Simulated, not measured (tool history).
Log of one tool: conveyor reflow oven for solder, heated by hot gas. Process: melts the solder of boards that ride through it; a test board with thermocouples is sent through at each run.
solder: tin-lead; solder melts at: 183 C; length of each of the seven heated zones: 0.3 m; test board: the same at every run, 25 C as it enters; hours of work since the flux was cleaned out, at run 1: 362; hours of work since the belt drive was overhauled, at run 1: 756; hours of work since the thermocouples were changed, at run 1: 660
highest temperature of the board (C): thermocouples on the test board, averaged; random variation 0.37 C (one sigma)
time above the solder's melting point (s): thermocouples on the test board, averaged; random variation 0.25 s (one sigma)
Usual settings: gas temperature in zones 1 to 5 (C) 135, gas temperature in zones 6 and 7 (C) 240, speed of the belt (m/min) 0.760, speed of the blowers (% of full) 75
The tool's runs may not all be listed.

run,hour,gas temperature in zones 1 to 5 (C),gas temperature in zones 6 and 7 (C),speed of the belt (m/min),speed of the blowers (% of full),hours of work since the flux was cleaned out,hours of work since the belt drive was overhauled,hours of work since the thermocouples were changed,highest temperature of the board (C),time above the solder's melting point (s)
1,0.0,135,240,0.760,75,362,756,660,212.2,30.9
2,21.1,135,240,0.760,53,372,766,670,200.8,22.3
3,43.4,135,240,0.760,80,383,777,681,213.3,32.2
4,78.7,135,240,0.760,75,401,794,699,211.9,30.8
5,104.9,135,240,0.760,75,413,807,711,211.9,30.7
6,147.4,149,251,0.760,56,434,828,732,214.9,34.7
# hour 153.6: belt drive overhauled, speed set with a stopwatch
7,185.5,127,251,0.760,56,451,16,749,207.5,26.0
8,214.8,127,229,0.755,56,465,30,763,191.9,12.4
# hour 231.2: belt drive overhauled, speed set with a stopwatch, once more
9,238.8,127,229,0.755,56,475,4,773,191.2,10.9
# hour 256.6: flux residue cleaned out of gas plates and filters
10,278.5,127,229,0.788,69,11,21,790,203.1,22.6

3 ways to go on from here, each from the tool as it stands after run 10. What would each give?
A,299.6,127,243,0.788,69,21,31,801,?,?
B,299.6,130,240,0.851,75,21,31,801,?,?
C,299.6,124,229,0.788,75,21,31,801,?,?

run,highest temperature of the board (C),time above the solder's melting point (s)
A,214.0,29.2
B,211.6,26.1
C,204.7,23.6
Without the tool's hidden state the same runs would have given:
run,highest temperature of the board (C),time above the solder's melting point (s)
A,213.3,28.8
B,210.9,25.8
C,203.9,23.1
